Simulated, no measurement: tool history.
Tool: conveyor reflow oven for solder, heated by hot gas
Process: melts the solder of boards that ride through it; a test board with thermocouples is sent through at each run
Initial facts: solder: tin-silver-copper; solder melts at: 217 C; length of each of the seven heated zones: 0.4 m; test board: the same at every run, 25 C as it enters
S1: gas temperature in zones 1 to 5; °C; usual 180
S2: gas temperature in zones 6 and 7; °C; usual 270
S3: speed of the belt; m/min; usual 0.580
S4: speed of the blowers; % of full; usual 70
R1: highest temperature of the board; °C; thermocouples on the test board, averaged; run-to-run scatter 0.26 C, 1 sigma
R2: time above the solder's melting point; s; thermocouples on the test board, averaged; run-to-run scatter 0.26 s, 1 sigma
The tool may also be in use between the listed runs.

run	day	S1	S2	S3	S4	R1	R2
1	0.000	180	270	0.580	70	254.5	65.4
2	0.396	176	270	0.580	70	253.2	62.9
3	0.804	176	270	0.580	70	253.1	63.2
4	1.250	180	270	0.592	70	253.5	63.0
5	1.492	166	270	0.580	70	251.5	57.8
6	1.938	166	270	0.580	70	251.6	57.8
7	2.329	180	259	0.580	70	244.5	57.8
8	2.567	180	259	0.580	70	244.6	57.4
9	2.829	181	272	0.680	77	252.6	53.9
10	3.183	180	270	0.634	71	250.9	57.1
11	3.421	180	271	0.560	82	258.3	71.9
12	3.838	183	284	0.560	82	270.3	79.1
13	4.204	180	263	0.580	55	243.6	54.2

What if the next run were any one of these 4? Each begins from the tool's condition after run 13:
A	4.429	181	266	0.469	70	?	?
B	4.429	180	275	0.580	85	?	?
C	4.429	170	263	0.639	55	?	?
D	4.429	181	263	0.580	55	?	?

run	R1	R2
A	256.5	85.4
B	260.8	70.3
C	237.0	37.9
D	243.8	55.4
The same runs, with their run-to-run variation unchanged, on a tool lacking any hidden condition would have given:
run	R1	R2
A	257.7	86.6
B	262.7	71.5
C	238.9	40.7
D	245.3	57.5

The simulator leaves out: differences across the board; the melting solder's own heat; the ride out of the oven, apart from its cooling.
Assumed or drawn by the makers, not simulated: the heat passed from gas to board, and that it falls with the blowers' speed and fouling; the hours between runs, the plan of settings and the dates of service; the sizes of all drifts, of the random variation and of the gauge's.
